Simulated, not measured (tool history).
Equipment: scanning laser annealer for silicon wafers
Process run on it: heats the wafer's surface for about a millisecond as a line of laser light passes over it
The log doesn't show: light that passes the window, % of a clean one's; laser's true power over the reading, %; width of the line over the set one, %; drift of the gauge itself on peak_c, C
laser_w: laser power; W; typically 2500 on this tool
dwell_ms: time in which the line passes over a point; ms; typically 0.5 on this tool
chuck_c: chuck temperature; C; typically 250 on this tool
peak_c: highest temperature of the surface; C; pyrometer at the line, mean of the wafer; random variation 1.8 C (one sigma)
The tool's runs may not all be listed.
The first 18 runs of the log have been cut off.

| run | hour | laser_w | dwell_ms | chuck_c | hours of work since the window was cleaned | hours of work since the power meter was calibrated | hours of work since the optics were aligned | peak_c |
|---|---|---|---|---|---|---|---|---|
| 19 | 1309.1 | 2500 | 0.5 | 250 | 415 | 2425 | 781 | 1042 |
| 20 | 1381.4 | 2500 | 0.5 | 250 | 458 | 2468 | 824 | 1040 |
| 21 | 1435.8 | 2500 | 0.5 | 250 | 490 | 2501 | 857 | 1035 |
| 22 | 1502.9 | 2218 | 0.575 | 266 | 531 | 2541 | 897 | 999 |
| 23 | 1561.8 | 2218 | 0.553 | 266 | 566 | 2576 | 932 | 976 |
| 24 | 1624.8 | 2218 | 0.495 | 220 | 604 | 2614 | 970 | 888 |
| 25 | 1691.1 | 2710 | 0.514 | 243 | 643 | 2653 | 1010 | 1118 |
| 26 | 1776.4 | 2710 | 0.514 | 243 | 694 | 2704 | 1061 | 1115 |
| 27 | 1830.2 | 2438 | 0.594 | 243 | 726 | 2737 | 1093 | 1068 |
|  | 1919.8 | window over the wafer cleaned |
| 28 | 1925.6 | 2376 | 0.431 | 250 | 3 | 2792 | 1149 | 943 |
| 29 | 1995.6 | 2376 | 0.355 | 239 | 45 | 2834 | 1191 | 860 |
| 30 | 2074.9 | 2312 | 0.359 | 266 | 93 | 2882 | 1238 | 871 |
| 31 | 2144.1 | 2615 | 0.522 | 250 | 134 | 2923 | 1279 | 1108 |
| 32 | 2236.2 | 2615 | 0.522 | 269 | 189 | 2978 | 1335 | 1124 |
| 33 | 2276.4 | 2324 | 0.505 | 220 | 213 | 3002 | 1359 | 949 |
| 34 | 2333 | 2730 | 0.5 | 250 | 247 | 3036 | 1392 | 1133 |
|  | 2358.3 | optics aligned, line set to its width |
| 35 | 2391 | 2595 | 0.523 | 284 | 279 | 3068 | 20 | 1164 |
| 36 | 2462.3 | 2527 | 0.4 | 250 | 322 | 3111 | 62 | 978 |
| 37 | 2515.2 | 2414 | 0.4 | 262 | 353 | 3142 | 94 | 950 |
| 38 | 2559.1 | 2145 | 0.465 | 240 | 380 | 3168 | 120 | 881 |
| 39 | 2604.3 | 2500 | 0.493 | 250 | 407 | 3196 | 147 | 1049 |
| 40 | 2670.3 | 2443 | 0.447 | 274 | 446 | 3235 | 187 | 1011 |

Each row is a separate what-if for the run after 40, all from the same tool condition, not one after another. Results?
| A | 2745.1 | 2507 | 0.5 | 288 | 491 | 3280 | 231 | ? |
| B | 2745.1 | 2649 | 0.352 | 236 | 491 | 3280 | 231 | ? |
| C | 2745.1 | 2269 | 0.5 | 250 | 491 | 3280 | 231 | ? |

| run | peak_c |
|---|---|
| A | 1094 |
| B | 950 |
| C | 963 |
The same runs, with their run-to-run variation unchanged, on a tool lacking any hidden condition would have given:
| run | peak_c |
|---|---|
| A | 1106 |
| B | 960 |
| C | 973 |
